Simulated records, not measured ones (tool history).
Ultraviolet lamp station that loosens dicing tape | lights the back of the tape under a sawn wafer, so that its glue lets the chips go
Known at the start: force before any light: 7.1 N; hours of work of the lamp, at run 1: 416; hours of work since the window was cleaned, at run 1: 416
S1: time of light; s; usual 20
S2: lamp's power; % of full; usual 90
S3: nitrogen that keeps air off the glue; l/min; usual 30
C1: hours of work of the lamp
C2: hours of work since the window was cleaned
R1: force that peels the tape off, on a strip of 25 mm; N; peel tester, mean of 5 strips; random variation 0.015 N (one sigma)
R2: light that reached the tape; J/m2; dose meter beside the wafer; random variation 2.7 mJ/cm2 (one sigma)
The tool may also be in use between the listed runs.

run 1 hour=0 | S1=20 S2=90 S3=30 | C1=416 C2=416 | R1=0.726 R2=3500
run 2 hour=31.1 | S1=20 S2=90 S3=30 | C1=435 C2=435 | R1=0.717 R2=3580
run 3 hour=60.6 | S1=20 S2=90 S3=30 | C1=454 C2=454 | R1=0.725 R2=3550
run 4 hour=101.2 | S1=20 S2=90 S3=21 | C1=480 C2=480 | R1=0.883 R2=3520
run 5 hour=139 | S1=26 S2=90 S3=30 | C1=504 C2=504 | R1=0.434 R2=4590
run 6 hour=173.6 | S1=20 S2=87 S3=30 | C1=526 C2=526 | R1=0.746 R2=3400
run 7 hour=213.2 | S1=20 S2=90 S3=30 | C1=552 C2=552 | R1=0.734 R2=3510
run 8 hour=238.7 | S1=20 S2=90 S3=30 | C1=568 C2=568 | R1=0.715 R2=3520
run 9 hour=279.7 | S1=20 S2=90 S3=30 | C1=594 C2=594 | R1=0.743 R2=3500
run 10 hour=306.3 | S1=20 S2=90 S3=30 | C1=611 C2=611 | R1=0.707 R2=3510
-- hour=331.9 window cleaned of glue's vapour
run 11 hour=343.8 | S1=20 S2=90 S3=30 | C1=635 C2=8 | R1=0.725 R2=3450
run 12 hour=366.4 | S1=20 S2=90 S3=30 | C1=649 C2=22 | R1=0.719 R2=3530
run 13 hour=391.1 | S1=20 S2=65 S3=30 | C1=665 C2=38 | R1=1.307 R2=2530
run 14 hour=427.5 | S1=20 S2=65 S3=30 | C1=688 C2=61 | R1=1.236 R2=2540
run 15 hour=447.5 | S1=20 S2=65 S3=30 | C1=701 C2=74 | R1=1.267 R2=2560
run 16 hour=466.2 | S1=20 S2=65 S3=30 | C1=713 C2=86 | R1=1.242 R2=2540
run 17 hour=508.5 | S1=20 S2=86 S3=30 | C1=740 C2=113 | R1=0.775 R2=3300
run 18 hour=547.6 | S1=20 S2=86 S3=30 | C1=764 C2=138 | R1=0.805 R2=3420
run 19 hour=581.9 | S1=38 S2=90 S3=30 | C1=786 C2=159 | R1=0.255 R2=6660
run 20 hour=618.4 | S1=27 S2=87 S3=30 | C1=810 C2=183 | R1=0.426 R2=4610
run 21 hour=643.9 | S1=31 S2=83 S3=17 | C1=826 C2=199 | R1=0.499 R2=4990
run 22 hour=670.8 | S1=31 S2=83 S3=17 | C1=843 C2=216 | R1=0.511 R2=4980
run 23 hour=708.4 | S1=31 S2=62 S3=11 | C1=867 C2=240 | R1=1.106 R2=3750
run 24 hour=727.5 | S1=31 S2=62 S3=22 | C1=879 C2=252 | R1=0.751 R2=3710
run 25 hour=768.8 | S1=15 S2=63 S3=41 | C1=905 C2=279 | R1=1.809 R2=1850
run 26 hour=808.8 | S1=10 S2=65 S3=41 | C1=931 C2=304 | R1=2.605 R2=1260
run 27 hour=826.3 | S1=20 S2=90 S3=30 | C1=942 C2=315 | R1=0.72 R2=3510
run 28 hour=862.3 | S1=20 S2=90 S3=30 | C1=965 C2=338 | R1=0.723 R2=3570
run 29 hour=898.6 | S1=22 S2=90 S3=14 | C1=988 C2=361 | R1=0.921 R2=3850
run 30 hour=923.8 | S1=22 S2=90 S3=14 | C1=1004 C2=377 | R1=0.927 R2=3870
run 31 hour=961.7 | S1=21 S2=90 S3=14 | C1=1028 C2=402 | R1=0.996 R2=3690
run 32 hour=995.7 | S1=36 S2=65 S3=59 | C1=1050 C2=423 | R1=0.333 R2=4600
run 33 hour=1029 | S1=12 S2=80 S3=30 | C1=1071 C2=444 | R1=1.937 R2=1880
run 34 hour=1068.4 | S1=12 S2=80 S3=30 | C1=1096 C2=470 | R1=1.904 R2=1880
run 35 hour=1089.4 | S1=12 S2=90 S3=30 | C1=1110 C2=483 | R1=1.645 R2=2120
run 36 hour=1113.4 | S1=12 S2=90 S3=30 | C1=1125 C2=498 | R1=1.661 R2=2110
run 37 hour=1132.1 | S1=26 S2=90 S3=18 | C1=1137 C2=510 | R1=0.572 R2=4670
run 38 hour=1168.3 | S1=25 S2=94 S3=11 | C1=1160 C2=533 | R1=0.779 R2=4570

Forecast each of these 4 alternatives for the next run:
run A hour=1187.3 | S1=21 S2=66 S3=11 | C1=1172 C2=545 | R1=? R2=?
run B hour=1187.3 | S1=14 S2=67 S3=10 | C1=1172 C2=545 | R1=? R2=?
run C hour=1187.3 | S1=33 S2=65 S3=22 | C1=1172 C2=545 | R1=? R2=?
run D hour=1187.3 | S1=24 S2=85 S3=30 | C1=1172 C2=545 | R1=? R2=?

run=A R1=1.838 R2=2740
run=B R1=2.853 R2=1810
run=C R1=0.613 R2=4150
run=D R1=0.557 R2=3960
Without the tool's hidden state the same runs would have given:
run=A R1=1.833 R2=2740
run=B R1=2.847 R2=1820
run=C R1=0.611 R2=4150
run=D R1=0.555 R2=3970
